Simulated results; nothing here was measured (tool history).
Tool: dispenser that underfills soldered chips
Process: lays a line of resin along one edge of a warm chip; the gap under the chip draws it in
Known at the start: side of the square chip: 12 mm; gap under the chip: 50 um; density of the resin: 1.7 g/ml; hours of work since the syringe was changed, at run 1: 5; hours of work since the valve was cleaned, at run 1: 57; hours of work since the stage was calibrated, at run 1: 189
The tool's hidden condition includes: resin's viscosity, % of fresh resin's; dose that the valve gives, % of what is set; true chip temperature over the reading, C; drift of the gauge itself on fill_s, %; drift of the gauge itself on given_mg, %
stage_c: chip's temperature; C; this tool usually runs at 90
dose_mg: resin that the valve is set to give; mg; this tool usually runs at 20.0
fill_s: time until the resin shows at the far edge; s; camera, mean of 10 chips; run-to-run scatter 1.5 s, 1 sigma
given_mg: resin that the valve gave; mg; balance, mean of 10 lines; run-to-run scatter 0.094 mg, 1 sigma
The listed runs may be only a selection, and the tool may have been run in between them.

| run | hour | stage_c | dose_mg | hours of work since the syringe was changed | hours of work since the valve was cleaned | hours of work since the stage was calibrated | fill_s | given_mg |
|---|---|---|---|---|---|---|---|---|
| 1 | 0.0 | 90 | 20.0 | 5 | 57 | 189 | 205.3 | 18.91 |
|  | 6.5 | new syringe of resin |
| 2 | 8.3 | 80 | 20.0 | 1 | 63 | 195 | 257.9 | 18.76 |
| 3 | 18.2 | 80 | 20.0 | 8 | 70 | 202 | 414.3 | 18.46 |
|  | 19.4 | new syringe of resin |
| 4 | 28.5 | 80 | 20.0 | 6 | 77 | 209 | 361.4 | 18.51 |
|  | 31.6 | new syringe of resin |
| 5 | 39.8 | 90 | 20.0 | 6 | 85 | 217 | 222.4 | 18.33 |
|  | 44.1 | new syringe of resin |
|  | 47.5 | dispensing valve cleaned and set on the balance |
| 6 | 50.2 | 90 | 20.0 | 4 | 2 | 223 | 194.5 | 19.99 |
|  | 57.6 | new syringe of resin |
| 7 | 62.0 | 104 | 20.0 | 3 | 10 | 231 | 109.1 | 19.65 |
|  | 70.4 | new syringe of resin |
| 8 | 71.5 | 104 | 20.0 | 1 | 17 | 238 | 92.0 | 19.74 |
|  | 82.6 | new syringe of resin |
| 9 | 82.6 | 91 | 20.0 | 0 | 24 | 246 | 149.4 | 19.62 |
| 10 | 87.2 | 86 | 20.0 | 3 | 28 | 249 | 233.0 | 19.51 |
|  | 95.4 | new syringe of resin |
| 11 | 98.9 | 88 | 20.0 | 2 | 36 | 257 | 195.6 | 19.26 |
| 12 | 106.6 | 90 | 25.7 | 8 | 41 | 263 | 256.6 | 24.61 |
|  | 107.6 | new syringe of resin |
| 13 | 115.3 | 90 | 25.7 | 6 | 47 | 269 | 222.7 | 24.57 |
|  | 120.0 | new syringe of resin |
| 14 | 121.9 | 90 | 25.7 | 1 | 52 | 273 | 168.0 | 24.49 |
| 15 | 127.7 | 90 | 20.0 | 6 | 56 | 277 | 227.1 | 18.91 |
|  | 132.6 | new syringe of resin |
| 16 | 135.5 | 90 | 20.0 | 2 | 61 | 283 | 184.8 | 18.65 |
| 17 | 140.3 | 92 | 20.0 | 6 | 65 | 286 | 215.2 | 18.72 |
|  | 145.1 | new syringe of resin |
| 18 | 147.9 | 92 | 20.0 | 2 | 70 | 291 | 166.9 | 18.66 |
|  | 157.6 | new syringe of resin |
| 19 | 159.0 | 83 | 20.8 | 1 | 78 | 299 | 230.1 | 19.26 |
| 20 | 163.9 | 84 | 19.6 | 4 | 81 | 303 | 279.3 | 17.94 |
| 21 | 168.7 | 104 | 20.0 | 8 | 85 | 306 | 148.4 | 18.44 |
|  | 170.6 | new syringe of resin |
|  | 177.8 | dispensing valve cleaned and set on the balance |
| 22 | 178.0 | 80 | 23.9 | 5 | 0 | 312 | 334.3 | 23.72 |
|  | 183.9 | new syringe of resin |
| 23 | 186.8 | 87 | 24.7 | 2 | 6 | 318 | 205.5 | 24.54 |
| 24 | 193.3 | 76 | 17.9 | 7 | 11 | 322 | 466.7 | 17.59 |
|  | 196.4 | new syringe of resin |
| 25 | 198.7 | 79 | 23.2 | 2 | 15 | 326 | 284.1 | 22.93 |
| 26 | 205.6 | 104 | 20.0 | 7 | 19 | 331 | 134.7 | 19.55 |
|  | 208.8 | new syringe of resin |
| 27 | 216.9 | 103 | 19.8 | 6 | 27 | 339 | 132.8 | 19.25 |
|  | 220.9 | new syringe of resin |
| 28 | 228.6 | 103 | 19.8 | 5 | 35 | 347 | 134.3 | 19.24 |
|  | 233.7 | new syringe of resin |
| 29 | 235.5 | 76 | 18.1 | 1 | 40 | 352 | 329.4 | 17.26 |
|  | 246.2 | new syringe of resin |
| 30 | 246.2 | 76 | 18.1 | 0 | 48 | 359 | 311.7 | 17.18 |
| 31 | 257.3 | 91 | 21.1 | 8 | 56 | 367 | 252.0 | 20.12 |
|  | 258.4 | new syringe of resin |
| 32 | 262.5 | 94 | 21.5 | 3 | 59 | 371 | 160.1 | 20.10 |
|  | 270.6 | new syringe of resin |
| 33 | 271.5 | 94 | 21.5 | 1 | 65 | 377 | 139.0 | 20.13 |
| 34 | 280.5 | 94 | 21.5 | 7 | 72 | 383 | 212.1 | 20.14 |
|  | 283.0 | new syringe of resin |
| 35 | 291.8 | 103 | 19.0 | 6 | 80 | 391 | 142.1 | 17.41 |
|  | 295.8 | new syringe of resin |
| 36 | 298.1 | 103 | 19.0 | 2 | 84 | 395 | 107.7 | 17.57 |

Predict each of these 3 candidate next runs independently; none follows another, all start after run 36:
|  | 307.9 | dispensing valve cleaned and set on the balance |
|  | 309.8 | new syringe of resin |
| A | 309.8 | 83 | 22.3 | 0 | 1 | 403 | ? | ? |
|  | 307.9 | dispensing valve cleaned and set on the balance |
|  | 309.8 | new syringe of resin |
| B | 309.8 | 86 | 20.6 | 0 | 1 | 403 | ? | ? |
|  | 307.9 | dispensing valve cleaned and set on the balance |
|  | 309.8 | new syringe of resin |
| C | 309.8 | 89 | 25.5 | 0 | 1 | 403 | ? | ? |

| run | fill_s | given_mg |
|---|---|---|
| A | 222.2 | 22.33 |
| B | 198.5 | 20.68 |
| C | 168.6 | 25.55 |
What these runs would have given with no unlogged condition in the tool:
| run | fill_s | given_mg |
|---|---|---|
| A | 196.6 | 22.29 |
| B | 175.9 | 20.65 |
| C | 149.6 | 25.51 |
